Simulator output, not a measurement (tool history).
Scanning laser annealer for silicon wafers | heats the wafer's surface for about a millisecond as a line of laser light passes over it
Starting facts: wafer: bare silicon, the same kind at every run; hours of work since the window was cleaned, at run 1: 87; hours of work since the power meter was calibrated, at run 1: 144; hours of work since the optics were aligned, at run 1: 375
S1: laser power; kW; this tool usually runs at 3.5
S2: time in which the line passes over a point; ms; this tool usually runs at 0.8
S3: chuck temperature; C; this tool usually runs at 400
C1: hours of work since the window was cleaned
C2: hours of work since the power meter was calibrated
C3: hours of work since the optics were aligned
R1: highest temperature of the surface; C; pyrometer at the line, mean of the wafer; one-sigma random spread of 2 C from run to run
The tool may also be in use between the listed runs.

run    hour     S1     S2   S3   C1    C2   C3    R1
  1       0    3.5    0.8  400   87   144  375  1238
  2    38.5    3.5    0.8  400  105   162  393  1237
  3   111.4    3.5    0.8  400  140   197  428  1237
  4   161.6    3.5    0.8  400  164   221  452  1234
  5   212.2    3.5    0.8  400  188   245  476  1230
  6   299.4    3.5  0.735  400  230   287  518  1195
  7   355.8    3.5  0.735  400  257   314  545  1190
  8   426.4    3.5    0.8  400  291   348  579  1229
  9   507.5    3.5    0.8  400  330   387  618  1226
 10   558.6    3.5    0.8  400  355   412  643  1226
 11     621    3.5    0.8  400  384   441  672  1220
 12   682.9    3.5    0.8  400  414   471  702  1221
 13   767.9    3.5    0.8  361  455   512  743  1179
 14   839.9    3.5    0.8  361  489   546  777  1178
 15   888.2    3.5    0.8  371  513   570  801  1187
 16   955.5    3.5    0.8  371  545   602  833  1187
 17   993.7    3.5    0.8  371  563   620  851  1185
 18  1044.9    3.5    0.8  371  588   645  876  1184
 19  1128.8    3.5    0.8  400  628   685  916  1212
 20  1174.2    3.5    0.8  400  650   707  938  1210
       1195  -- optics aligned, line set to its width
 21  1218.4    3.5    0.8  400  669   726   11  1220
 22  1260.5    3.5  0.908  403  689   746   31  1279
 23  1311.9    3.5  0.908  403  713   770   56  1281
 24  1356.9  3.505  0.875  403  735   792   78  1260
 25  1428.4  3.178  0.688  426  769   826  112  1113
 26  1469.5  3.541  0.688  430  789   846  132  1187
 27    1552  3.466  0.594  406  829   886  171  1089
 28  1618.1  3.466  0.925  406  860   917  203  1272
 29    1693  3.844  0.935  398  896   953  239  1354
 30  1743.9  3.435  0.935  398  921   978  263  1260
 31  1795.8  3.435  0.935  398  946  1003  288  1258
 32  1874.4   3.45  0.596  416  983  1040  326  1090
     1910.6  -- window over the wafer cleaned
 33  1933.5    3.5  0.806  361   11  1068  353  1206
 34    1980  3.676  0.591  435   33  1090  376  1183
 35  2043.9  3.676  0.591  435   64  1121  406  1181
 36  2109.5  2.985  0.756  407   95  1152  438  1110
 37  2179.3  3.432  0.576  396  129  1185  471  1085
 38    2254  3.424    0.8  423  165  1221  507  1243
 39  2333.6    3.5  0.697  440  203  1260  545  1215
 40  2374.6  3.136  0.586  400  223  1279  565  1037
 41  2412.5    3.3  0.938  426  241  1297  583  1285
 42  2467.5    3.5  0.731  421  267  1324  609  1209

Forecast each of these 3 alternatives for the next run:
  A  2550.7    3.5    0.8  367  307  1364  649   ?
  B  2550.7  3.806  0.876  409  307  1364  649   ?
  C  2550.7  3.286  0.982  400  307  1364  649   ?

run    R1
  A  1199
  B  1352
  C  1275
With the hidden condition removed and each run's random variation left untouched, the same runs would have given:
run    R1
  A  1217
  B  1373
  C  1294

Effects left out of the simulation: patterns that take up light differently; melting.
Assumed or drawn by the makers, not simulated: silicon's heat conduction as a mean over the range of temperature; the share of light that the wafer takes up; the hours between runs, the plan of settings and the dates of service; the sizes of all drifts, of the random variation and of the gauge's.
